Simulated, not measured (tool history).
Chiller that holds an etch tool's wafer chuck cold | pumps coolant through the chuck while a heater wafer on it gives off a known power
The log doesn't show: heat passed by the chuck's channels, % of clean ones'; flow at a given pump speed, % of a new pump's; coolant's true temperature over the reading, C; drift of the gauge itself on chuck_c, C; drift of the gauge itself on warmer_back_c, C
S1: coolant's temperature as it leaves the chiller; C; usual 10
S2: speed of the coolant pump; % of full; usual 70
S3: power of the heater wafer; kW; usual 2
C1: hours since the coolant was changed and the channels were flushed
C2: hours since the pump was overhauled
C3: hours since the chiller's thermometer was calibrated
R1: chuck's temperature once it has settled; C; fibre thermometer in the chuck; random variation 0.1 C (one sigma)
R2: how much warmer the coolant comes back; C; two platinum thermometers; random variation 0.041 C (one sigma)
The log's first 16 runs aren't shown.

At day 70.467: gauge calibrated.
Run 17, day 73.771: usual settings but S2 66 % of full; C1 3538; C2 3538; C3 2585. Result: R1 32.3 C, R2 9.81 C.
Run 18, day 76.871: usual settings but S2 66 % of full; C1 3612; C2 3612; C3 2659. Result: R1 32.4 C, R2 9.86 C.
Run 19, day 80.642: usual settings but S2 66 % of full; C1 3702; C2 3702; C3 2750. Result: R1 32.3 C, R2 9.76 C.
Run 20, day 84.696: usual settings but S1 5 C, S2 75 % of full, S3 2.109 kW; C1 3800; C2 3800; C3 2847. Result: R1 26.3 C, R2 9.03 C.
Run 21, day 89.617: usual settings but S1 3 C, S2 60 % of full, S3 2.022 kW; C1 3918; C2 3918; C3 2965. Result: R1 27.6 C, R2 10.85 C.
Run 22, day 95.571: usual settings but S1 1 C, S2 60 % of full, S3 2.022 kW; C1 4061; C2 4061; C3 3108. Result: R1 25.6 C, R2 10.84 C.
Run 23, day 98.288: usual settings but S1 1 C, S2 60 % of full, S3 2.022 kW; C1 4126; C2 4126; C3 3173. Result: R1 25.6 C, R2 10.9 C.
At day 99.654: chiller's thermometer calibrated.
Run 24, day 102.579: usual settings but S1 1 C, S2 60 % of full, S3 1.801 kW; C1 4228; C2 4228; C3 70. Result: R1 23 C, R2 9.59 C.
Run 25, day 106.446: usual settings but S1 1 C, S2 60 % of full, S3 1.801 kW; C1 4321; C2 4321; C3 163. Result: R1 22.9 C, R2 9.66 C.
Run 26, day 109.129: usual settings but S1 12 C, S2 73 % of full, S3 1.156 kW; C1 4385; C2 4385; C3 227. Result: R1 24 C, R2 4.88 C.
Run 27, day 112.583: usual settings but S2 73 % of full, S3 2.502 kW; C1 4468; C2 4468; C3 310. Result: R1 36 C, R2 10.9 C.

Run 28 comes next. What will it give?
Run 28, day 118.529: usual settings but S2 73 % of full, S3 2.502 kW; C1 4611; C2 4611; C3 453. Result: R1 ?, R2 ?.

{"run 28": {"R1": 35.8, "R2": 10.85}}
Without the tool's hidden state the same run would have given R1 35.8 C, R2 11.13 C.
